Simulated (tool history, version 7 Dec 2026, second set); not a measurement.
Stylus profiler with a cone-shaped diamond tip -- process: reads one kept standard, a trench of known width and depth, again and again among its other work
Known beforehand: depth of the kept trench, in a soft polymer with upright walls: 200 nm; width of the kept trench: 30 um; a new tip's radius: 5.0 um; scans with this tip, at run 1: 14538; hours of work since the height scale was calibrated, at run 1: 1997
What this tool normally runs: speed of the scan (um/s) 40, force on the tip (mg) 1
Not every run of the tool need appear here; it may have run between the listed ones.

run	day	speed of the scan (um/s)	force on the tip (mg)	scans with this tip	hours of work since the height scale was calibrated	depth of the trench (angstrom)	width of the trench's floor (nm)
1	0	40	1	14538	1997	1994.5	25890
2	0.421	40	1	14592	2004	1991.2	25840
3	0.775	40	1	14637	2010	1992.8	25900
4	1.25	40	1	14698	2019	1993.8	25910
5	1.529	40	1	14734	2024	1992.8	25830
6	1.971	40	0.38	14790	2031	1988.5	25650
7	2.5	40	1.52	14857	2041	1995.5	25940
8	3.008	12	1.52	14922	2049	1993.7	26130
9	3.442	40	1	14977	2057	1993.3	25840
10	4.071	40	1	15058	2068	1992.3	25830
11	4.542	40	1	15117	2076	1991.4	25820
12	5.05	40	1	15183	2085	1993	25840
13	5.508	31	1	15241	2093	1992.8	25910
14	5.825	31	1	15281	2099	1992.7	25830
15	6.421	31	1	15357	2109	1992.1	25910
16	6.904	31	1	15419	2118	1991.2	25880
17	7.3	31	1	15469	2125	1994.1	25910
18	7.692	31	1	15519	2131	1991.3	25920
19	8.329	31	1	15601	2143	1990.2	25960
20	8.796	31	1.24	15660	2151	1993.9	25890
21	9.433	31	1.24	15741	2162	1992.3	25860
22	10.088	40	1	15825	2173	1992.1	25750
23	10.454	27	1	15871	2180	1990.5	25920
# day 10.671: new tip fitted, height scale calibrated
24	10.846	32	1.77	21	3	2013.9	26980
25	11.15	28	0.91	60	8	2009	26940
26	11.492	25	1	104	14	2011.1	27060
27	11.942	128	0.41	162	22	2005	25460
28	12.5	138	0.35	233	32	2003.8	25210
29	13.138	44	0.35	314	43	2005.3	26630
30	13.621	127	0.51	375	52	2006.8	25630
31	14.221	14	0.7	452	62	2008.5	27030
32	14.738	12	1.2	518	71	2011.1	27090
# day 14.817: height scale calibrated on a step standard
33	15.208	131	0.48	575	7	2004.7	25570
34	15.758	131	0.48	646	17	2003.8	25590
35	16.133	114	2.82	693	23	2019.3	26580
36	16.562	29	0.92	748	31	2010	26930
37	16.871	40	1.03	787	36	2007.7	26820
38	17.496	25	1.33	867	47	2010.7	26990
39	18.075	16	1.69	941	57	2011.3	27040
40	18.425	77	0.57	986	63	2005.5	26250
# day 18.575: height scale calibrated on a step standard, once more
41	18.796	112	0.91	1030	4	2009.3	26100
42	19.446	112	0.91	1113	15	2011.2	26110
43	19.929	112	0.91	1175	24	2008.8	26100
44	20.525	12	1	1250	34	2010	27020
45	21.029	85	1	1315	43	2012	26430
46	21.458	85	1	1369	50	2009.2	26340

Branching from run 46: 3 alternative next runs. What would each branch give?
A	21.838	27	0.98	1418	57	?	?
B	21.838	13	1.54	1418	57	?	?
C	21.838	65	0.78	1418	57	?	?

run	depth of the trench (angstrom)	width of the trench's floor (nm)
A	2007.3	26880
B	2013.6	27080
C	2010	26430
Without the tool's unlogged condition, the same runs would have read:
run	depth of the trench (angstrom)	width of the trench's floor (nm)
A	2007.1	26970
B	2013.4	27170
C	2009.8	26520
